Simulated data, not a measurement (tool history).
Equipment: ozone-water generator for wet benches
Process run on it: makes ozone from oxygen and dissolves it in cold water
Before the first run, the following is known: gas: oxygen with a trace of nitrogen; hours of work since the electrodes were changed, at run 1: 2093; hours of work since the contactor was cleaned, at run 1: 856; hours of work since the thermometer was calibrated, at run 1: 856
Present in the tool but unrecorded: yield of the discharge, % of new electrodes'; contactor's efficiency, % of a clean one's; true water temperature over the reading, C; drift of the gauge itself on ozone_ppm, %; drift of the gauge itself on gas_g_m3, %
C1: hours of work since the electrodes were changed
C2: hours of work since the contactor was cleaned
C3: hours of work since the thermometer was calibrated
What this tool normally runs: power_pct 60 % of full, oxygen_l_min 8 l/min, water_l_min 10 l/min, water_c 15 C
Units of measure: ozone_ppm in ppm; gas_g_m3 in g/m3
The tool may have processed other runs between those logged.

Run 1, hour 0: usual settings; C1 2093; C2 856; C3 856. Result: ozone_ppm 27.1 ppm, gas_g_m3 151.4 g/m3.
Run 2, hour 71.4: usual settings; C1 2139; C2 902; C3 902. Result: ozone_ppm 27 ppm, gas_g_m3 151.1 g/m3.
Run 3, hour 181.2: usual settings; C1 2209; C2 972; C3 972. Result: ozone_ppm 26.9 ppm, gas_g_m3 150.5 g/m3.
Run 4, hour 310.8: usual settings but power_pct 57 % of full; C1 2292; C2 1055; C3 1055. Result: ozone_ppm 25.7 ppm, gas_g_m3 143.3 g/m3.
Run 5, hour 411.2: usual settings but power_pct 57 % of full; C1 2356; C2 1120; C3 1120. Result: ozone_ppm 25.7 ppm, gas_g_m3 144 g/m3.
Run 6, hour 486.5: usual settings but power_pct 50 % of full; C1 2405; C2 1168; C3 1168. Result: ozone_ppm 23 ppm, gas_g_m3 127.1 g/m3.
Run 7, hour 608.9: usual settings but power_pct 50 % of full; C1 2483; C2 1246; C3 1246. Result: ozone_ppm 23 ppm, gas_g_m3 129.2 g/m3.
Run 8, hour 693.3: usual settings but power_pct 42 % of full, oxygen_l_min 6.58 l/min, water_l_min 9 l/min, water_c 13 C; C1 2537; C2 1300; C3 1300. Result: ozone_ppm 23.9 ppm, gas_g_m3 127.7 g/m3.
At hour 702.8: water thermometer calibrated.
Run 9, hour 785.4: usual settings but power_pct 42 % of full; C1 2596; C2 1359; C3 53. Result: ozone_ppm 19.7 ppm, gas_g_m3 111.3 g/m3.
Run 10, hour 934.1: usual settings but power_pct 42 % of full, oxygen_l_min 14.12 l/min, water_l_min 6 l/min; C1 2691; C2 1454; C3 148. Result: ozone_ppm 18.9 ppm, gas_g_m3 75.6 g/m3.
At hour 967: water thermometer calibrated, once more.
Run 11, hour 1031.8: usual settings but power_pct 44 % of full, oxygen_l_min 14.12 l/min, water_l_min 12 l/min, water_c 10 C; C1 2754; C2 1517; C3 42. Result: ozone_ppm 16.3 ppm, gas_g_m3 77.5 g/m3.
Run 12, hour 1144.8: usual settings but water_c 9 C; C1 2826; C2 1589; C3 114. Result: ozone_ppm 29.6 ppm, gas_g_m3 146.2 g/m3.
Run 13, hour 1273.6: usual settings but power_pct 70 % of full, water_l_min 11 l/min, water_c 9 C; C1 2908; C2 1672; C3 196. Result: ozone_ppm 31.4 ppm, gas_g_m3 167.2 g/m3.

Consider 4 possible next runs. They are alternatives, not a sequence: every one starts from the tool as it was left by run 13. What does each give?
Run A, hour 1390: usual settings but power_pct 98 % of full, water_c 16 C; C1 2983; C2 1746; C3 271. Result: ozone_ppm ?, gas_g_m3 ?.
Run B, hour 1390: usual settings but power_pct 70 % of full, water_l_min 11 l/min, water_c 18 C; C1 2983; C2 1746; C3 271. Result: ozone_ppm ?, gas_g_m3 ?.
Run C, hour 1390: usual settings but power_pct 49 % of full, water_l_min 11 l/min, water_c 9 C; C1 2983; C2 1746; C3 271. Result: ozone_ppm ?, gas_g_m3 ?.
Run D, hour 1390: usual settings but oxygen_l_min 12.43 l/min, water_l_min 11 l/min, water_c 9 C; C1 2983; C2 1746; C3 271. Result: ozone_ppm ?, gas_g_m3 ?.

run  ozone_ppm  gas_g_m3
  A       37.6     217.5
  B       25.9     166.2
  C       23.7     124.3
  D       23.7       108
With no hidden state in the tool, these same runs would have given:
run  ozone_ppm  gas_g_m3
  A       44.1     247.6
  B       29.5     183.8
  C       26.3     133.4
  D       26.6     117.9
